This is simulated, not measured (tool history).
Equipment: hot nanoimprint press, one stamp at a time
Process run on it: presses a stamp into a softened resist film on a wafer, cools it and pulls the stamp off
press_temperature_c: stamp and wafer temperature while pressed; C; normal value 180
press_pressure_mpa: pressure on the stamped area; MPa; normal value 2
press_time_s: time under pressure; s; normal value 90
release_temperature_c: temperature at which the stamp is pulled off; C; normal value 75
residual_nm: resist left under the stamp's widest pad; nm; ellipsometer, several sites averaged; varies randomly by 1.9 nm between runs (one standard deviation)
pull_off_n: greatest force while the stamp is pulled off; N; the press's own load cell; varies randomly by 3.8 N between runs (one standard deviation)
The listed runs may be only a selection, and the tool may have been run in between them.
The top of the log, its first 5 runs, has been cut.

run,hour,press_temperature_c,press_pressure_mpa,press_time_s,release_temperature_c,residual_nm,pull_off_n
6,213.4,180,2,164,75,278.2,186
7,273.1,180,2,164,75,279.8,185
8,309.7,180,2,164,75,273.2,184
# hour 378.2: stamp cleaned and given a new release coat
9,388.3,180,2,164,75,275.8,183
10,418.9,180,2,90,75,341.9,188
11,490.2,180,2,90,75,337.9,184
12,542.2,180,2,90,75,337.7,186
13,595.3,180,2,90,75,340.1,181
14,659.7,180,2,90,75,342.2,190
15,716.2,180,2,90,75,339.3,188
# hour 754.9: plate thermocouple calibrated
16,769.4,186,1.48,62,67,349.3,190
17,840.1,186,1.48,56,67,355,198
18,874.3,173,2.74,56,75,451.4,186
19,947.9,181,2.74,77,62,290.7,199
20,1009.7,180,2.29,78,75,336.2,189
21,1051.8,180,1.92,102,62,328.7,202
22,1097.7,180,3.16,90,65,268.4,194
# hour 1140.1: stamp cleaned and given a new release coat
23,1154.1,186,2.47,116,63,209.3,194
24,1224.3,187,2,97,75,240.7,186
25,1296.4,187,2,97,75,243,183
26,1353.3,180,1.28,90,75,410.5,187
27,1424.1,182,2,154,75,254.1,194
# hour 1476.5: gauge calibrated
28,1492.3,182,2.18,77,75,318,195
29,1528.6,180,1.8,164,83,294.4,171
30,1598.2,180,2.87,90,64,287.4,198

Branching from run 30: 3 alternative next runs. What would each branch give?
A,1651,180,2,90,66,?,?
B,1651,180,2.3,90,65,?,?
C,1651,182,2.87,113,64,?,?

run,residual_nm,pull_off_n
A,343.3,200
B,324.3,195
C,238.8,196
Without the tool's unlogged condition, the same runs would have read:
run,residual_nm,pull_off_n
A,345.3,197
B,326.2,192
C,240.1,194
